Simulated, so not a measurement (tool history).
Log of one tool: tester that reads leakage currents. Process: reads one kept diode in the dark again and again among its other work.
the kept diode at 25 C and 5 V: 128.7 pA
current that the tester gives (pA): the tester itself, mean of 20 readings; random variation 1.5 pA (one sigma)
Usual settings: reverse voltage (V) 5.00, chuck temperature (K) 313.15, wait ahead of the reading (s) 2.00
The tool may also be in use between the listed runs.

| run | hour | reverse voltage (V) | chuck temperature (K) | wait ahead of the reading (s) | current that the tester gives (pA) |
|---|---|---|---|---|---|
| 1 | 0.0 | 5.00 | 313.15 | 2.00 | 485.43 |
| 2 | 81.0 | 5.00 | 313.15 | 2.00 | 487.34 |
| 3 | 176.4 | 5.00 | 311.15 | 2.00 | 409.81 |
| 4 | 266.6 | 5.00 | 313.15 | 0.32 | 488.62 |
| 5 | 376.2 | 5.00 | 313.15 | 2.00 | 483.71 |
| 6 | 461.4 | 5.00 | 313.15 | 2.00 | 487.33 |
| 7 | 535.6 | 5.00 | 313.15 | 2.18 | 487.23 |
|  | 575.3 | probe card cleaned and baked |
| 8 | 637.6 | 5.00 | 313.15 | 2.18 | 486.27 |
| 9 | 700.6 | 5.00 | 313.15 | 2.00 | 486.49 |
| 10 | 812.4 | 5.00 | 313.15 | 2.00 | 484.19 |
| 11 | 930.6 | 5.00 | 313.15 | 2.00 | 487.69 |
| 12 | 1020.0 | 1.75 | 303.15 | 2.00 | 113.47 |
| 13 | 1139.8 | 7.53 | 324.15 | 0.57 | 1496.71 |
| 14 | 1203.2 | 7.53 | 324.15 | 0.57 | 1509.20 |
| 15 | 1287.7 | 7.53 | 324.15 | 0.57 | 1492.37 |
| 16 | 1373.9 | 7.53 | 324.15 | 0.57 | 1502.20 |
| 17 | 1490.2 | 5.00 | 311.15 | 2.00 | 410.58 |
| 18 | 1598.6 | 2.34 | 305.15 | 1.90 | 159.39 |
| 19 | 1702.5 | 2.34 | 305.15 | 1.90 | 159.36 |
| 20 | 1796.6 | 2.34 | 298.15 | 8.99 | 84.02 |
| 21 | 1870.6 | 2.29 | 296.15 | 4.58 | 69.33 |
| 22 | 1955.1 | 3.64 | 296.15 | 2.72 | 89.81 |

Forecast each of these 3 alternatives for the next run:
| A | 2016.7 | 1.26 | 299.15 | 2.00 | ? |
| B | 2016.7 | 3.32 | 306.15 | 1.84 | ? |
| C | 2016.7 | 1.59 | 297.15 | 1.09 | ? |

| run | current that the tester gives (pA) |
|---|---|
| A | 65.92 |
| B | 211.71 |
| C | 62.05 |
Without the tool's hidden state the same runs would have given:
| run | current that the tester gives (pA) |
|---|---|
| A | 65.82 |
| B | 211.41 |
| C | 61.96 |
